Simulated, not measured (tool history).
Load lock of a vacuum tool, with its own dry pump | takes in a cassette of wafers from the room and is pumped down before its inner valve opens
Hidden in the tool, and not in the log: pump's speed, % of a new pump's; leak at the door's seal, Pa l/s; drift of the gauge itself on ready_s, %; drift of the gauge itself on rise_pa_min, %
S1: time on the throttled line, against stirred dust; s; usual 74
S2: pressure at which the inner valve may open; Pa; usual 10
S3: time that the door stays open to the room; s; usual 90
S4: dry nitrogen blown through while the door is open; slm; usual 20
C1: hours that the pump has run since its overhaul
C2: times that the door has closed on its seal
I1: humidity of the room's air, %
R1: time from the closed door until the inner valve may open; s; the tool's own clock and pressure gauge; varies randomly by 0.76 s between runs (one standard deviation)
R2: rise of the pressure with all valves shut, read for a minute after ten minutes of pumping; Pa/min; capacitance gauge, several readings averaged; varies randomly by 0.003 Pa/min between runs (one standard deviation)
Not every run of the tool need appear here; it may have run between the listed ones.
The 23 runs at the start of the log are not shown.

run 24 hour=3448.9 | S1=39 S2=9 S3=55 S4=4 | C1=9143 C2=17659 | I1=43.3 | R1=100.4 R2=0.14
run 25 hour=3614.4 | S1=53 S2=15 S3=55 S4=4 | C1=9308 C2=18091 | I1=44.9 | R1=109.2 R2=0.14
run 26 hour=3785.4 | S1=53 S2=15 S3=55 S4=4 | C1=9479 C2=18538 | I1=40.8 | R1=108.9 R2=0.145
run 27 hour=3973.9 | S1=53 S2=15 S3=55 S4=10 | C1=9668 C2=19029 | I1=45.7 | R1=107.5 R2=0.145
run 28 hour=4131 | S1=74 S2=10 S3=210 S4=12 | C1=9825 C2=19439 | I1=42.6 | R1=129.8 R2=0.181
run 29 hour=4257.8 | S1=74 S2=10 S3=210 S4=12 | C1=9952 C2=19770 | I1=42.3 | R1=131 R2=0.187
run 30 hour=4429.5 | S1=74 S2=10 S3=90 S4=19 | C1=10124 C2=20218 | I1=45 | R1=132.4 R2=0.155
run 31 hour=4604.4 | S1=74 S2=10 S3=90 S4=19 | C1=10298 C2=20675 | I1=43.8 | R1=131.4 R2=0.154
run 32 hour=4721.2 | S1=74 S2=10 S3=90 S4=45 | C1=10415 C2=20979 | I1=45.9 | R1=131.2 R2=0.142
run 33 hour=4862.6 | S1=74 S2=10 S3=90 S4=45 | C1=10557 C2=21348 | I1=46.1 | R1=131.3 R2=0.148
run 34 hour=5049.4 | S1=74 S2=10 S3=90 S4=45 | C1=10743 C2=21836 | I1=40.6 | R1=132.7 R2=0.152

Estimate the outcome of run 35 from the log above:
run 35 hour=5212.5 | S1=72 S2=19 S3=44 S4=33 | C1=10907 C2=22261 | I1=44.8 | R1=? R2=?

R1: 125.4 s
R2: 0.148 Pa/min
Without the tool's hidden state the same run would have given R1 110.7 s, R2 0.016 Pa/min.
